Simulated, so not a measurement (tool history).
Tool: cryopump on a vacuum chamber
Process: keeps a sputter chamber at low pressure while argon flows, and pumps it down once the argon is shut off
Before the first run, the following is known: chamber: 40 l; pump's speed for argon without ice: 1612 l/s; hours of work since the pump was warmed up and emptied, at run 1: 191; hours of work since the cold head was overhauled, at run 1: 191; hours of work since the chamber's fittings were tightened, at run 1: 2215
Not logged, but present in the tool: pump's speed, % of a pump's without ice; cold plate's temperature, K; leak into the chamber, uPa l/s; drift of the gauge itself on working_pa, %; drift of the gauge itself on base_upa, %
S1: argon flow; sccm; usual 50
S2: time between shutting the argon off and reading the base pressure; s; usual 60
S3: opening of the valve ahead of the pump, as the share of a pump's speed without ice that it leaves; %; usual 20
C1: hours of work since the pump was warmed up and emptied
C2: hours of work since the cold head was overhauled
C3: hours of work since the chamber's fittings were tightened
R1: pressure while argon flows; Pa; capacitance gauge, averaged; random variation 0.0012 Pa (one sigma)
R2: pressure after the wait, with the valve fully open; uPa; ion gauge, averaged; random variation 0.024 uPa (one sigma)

{"run": 1, "day": 0.0, "S1": 50, "S2": 60, "S3": 20, "C1": 191, "C2": 191, "C3": 2215, "R1": 0.2659, "R2": 1.25}
{"day": 0.55, "done": "leaking fittings of the chamber tightened, without venting"}
{"run": 2, "day": 1.05, "S1": 50, "S2": 60, "S3": 20, "C1": 205, "C2": 205, "C3": 7, "R1": 0.2652, "R2": 0.91}
{"run": 3, "day": 2.442, "S1": 50, "S2": 60, "S3": 20, "C1": 224, "C2": 224, "C3": 27, "R1": 0.268, "R2": 0.94}
{"run": 4, "day": 3.608, "S1": 50, "S2": 60, "S3": 20, "C1": 241, "C2": 241, "C3": 43, "R1": 0.2689, "R2": 0.95}
{"run": 5, "day": 4.704, "S1": 50, "S2": 32, "S3": 20, "C1": 256, "C2": 256, "C3": 59, "R1": 0.2687, "R2": 1.59}
{"run": 6, "day": 5.733, "S1": 50, "S2": 60, "S3": 20, "C1": 271, "C2": 271, "C3": 73, "R1": 0.2662, "R2": 0.99}
{"run": 7, "day": 6.8, "S1": 50, "S2": 60, "S3": 19, "C1": 286, "C2": 286, "C3": 88, "R1": 0.2818, "R2": 0.97}
{"run": 8, "day": 8.417, "S1": 50, "S2": 60, "S3": 19, "C1": 309, "C2": 309, "C3": 111, "R1": 0.2816, "R2": 0.97}
{"run": 9, "day": 10.067, "S1": 50, "S2": 60, "S3": 20, "C1": 332, "C2": 332, "C3": 134, "R1": 0.2691, "R2": 0.96}
{"run": 10, "day": 10.888, "S1": 50, "S2": 60, "S3": 20, "C1": 343, "C2": 343, "C3": 146, "R1": 0.2704, "R2": 0.96}
{"run": 11, "day": 12.062, "S1": 50, "S2": 60, "S3": 20, "C1": 360, "C2": 360, "C3": 162, "R1": 0.2687, "R2": 0.98}
{"run": 12, "day": 12.925, "S1": 50, "S2": 60, "S3": 20, "C1": 372, "C2": 372, "C3": 174, "R1": 0.2692, "R2": 0.99}
{"run": 13, "day": 14.242, "S1": 50, "S2": 60, "S3": 20, "C1": 391, "C2": 391, "C3": 193, "R1": 0.2695, "R2": 0.97}
{"run": 14, "day": 15.225, "S1": 50, "S2": 112, "S3": 20, "C1": 405, "C2": 405, "C3": 207, "R1": 0.2699, "R2": 0.65}
{"run": 15, "day": 16.65, "S1": 50, "S2": 112, "S3": 20, "C1": 425, "C2": 425, "C3": 227, "R1": 0.2692, "R2": 0.64}
{"run": 16, "day": 17.658, "S1": 50, "S2": 112, "S3": 20, "C1": 439, "C2": 439, "C3": 241, "R1": 0.271, "R2": 0.66}
{"run": 17, "day": 18.45, "S1": 54, "S2": 60, "S3": 20, "C1": 450, "C2": 450, "C3": 252, "R1": 0.293, "R2": 1.08}
{"run": 18, "day": 19.312, "S1": 54, "S2": 60, "S3": 20, "C1": 462, "C2": 462, "C3": 264, "R1": 0.2916, "R2": 1.04}
{"run": 19, "day": 20.908, "S1": 54, "S2": 60, "S3": 20, "C1": 485, "C2": 485, "C3": 287, "R1": 0.2899, "R2": 1.02}
{"run": 20, "day": 22.4, "S1": 54, "S2": 120, "S3": 20, "C1": 506, "C2": 506, "C3": 308, "R1": 0.2935, "R2": 0.65}
{"run": 21, "day": 23.275, "S1": 50, "S2": 60, "S3": 38, "C1": 518, "C2": 518, "C3": 320, "R1": 0.148, "R2": 1.02}
{"run": 22, "day": 24.142, "S1": 50, "S2": 60, "S3": 38, "C1": 530, "C2": 530, "C3": 333, "R1": 0.1473, "R2": 1.02}
{"run": 23, "day": 25.179, "S1": 27, "S2": 60, "S3": 20, "C1": 545, "C2": 545, "C3": 347, "R1": 0.1472, "R2": 1.05}
{"run": 24, "day": 25.996, "S1": 27, "S2": 60, "S3": 20, "C1": 556, "C2": 556, "C3": 359, "R1": 0.1482, "R2": 1.03}
{"run": 25, "day": 26.758, "S1": 51, "S2": 60, "S3": 17, "C1": 567, "C2": 567, "C3": 369, "R1": 0.3253, "R2": 1.03}
{"run": 26, "day": 27.571, "S1": 50, "S2": 60, "S3": 25, "C1": 579, "C2": 579, "C3": 381, "R1": 0.221, "R2": 1.02}
{"run": 27, "day": 29.042, "S1": 25, "S2": 27, "S3": 41, "C1": 599, "C2": 599, "C3": 402, "R1": 0.0701, "R2": 1.89}
{"run": 28, "day": 30.275, "S1": 25, "S2": 27, "S3": 41, "C1": 617, "C2": 617, "C3": 419, "R1": 0.0698, "R2": 1.97}
{"run": 29, "day": 31.05, "S1": 25, "S2": 27, "S3": 41, "C1": 628, "C2": 628, "C3": 430, "R1": 0.0702, "R2": 1.91}
{"run": 30, "day": 32.442, "S1": 25, "S2": 27, "S3": 41, "C1": 647, "C2": 647, "C3": 450, "R1": 0.0706, "R2": 1.95}
{"run": 31, "day": 33.808, "S1": 31, "S2": 60, "S3": 33, "C1": 667, "C2": 667, "C3": 469, "R1": 0.1065, "R2": 1.06}
{"run": 32, "day": 35.2, "S1": 31, "S2": 60, "S3": 33, "C1": 686, "C2": 686, "C3": 488, "R1": 0.1072, "R2": 1.09}
{"run": 33, "day": 36.742, "S1": 49, "S2": 39, "S3": 52, "C1": 708, "C2": 708, "C3": 510, "R1": 0.113, "R2": 1.43}
{"run": 34, "day": 37.996, "S1": 30, "S2": 225, "S3": 19, "C1": 726, "C2": 726, "C3": 528, "R1": 0.1748, "R2": 0.51}
{"run": 35, "day": 39.354, "S1": 30, "S2": 225, "S3": 19, "C1": 745, "C2": 745, "C3": 547, "R1": 0.173, "R2": 0.5}

Predict each of these 3 candidate next runs independently; none follows another, all start after run 35:
{"run": "A", "day": 40.238, "S1": 30, "S2": 25, "S3": 20, "C1": 757, "C2": 757, "C3": 559, "R1": "?", "R2": "?"}
{"run": "B", "day": 40.238, "S1": 50, "S2": 39, "S3": 20, "C1": 757, "C2": 757, "C3": 559, "R1": "?", "R2": "?"}
{"run": "C", "day": 40.238, "S1": 98, "S2": 105, "S3": 24, "C1": 757, "C2": 757, "C3": 559, "R1": "?", "R2": "?"}

run=A R1=0.1658 R2=2.12
run=B R1=0.2764 R2=1.42
run=C R1=0.4547 R2=0.74
Had the tool no hidden state, the same runs would have come out as:
run=A R1=0.1568 R2=1.96
run=B R1=0.2614 R2=1.27
run=C R1=0.4253 R2=0.59
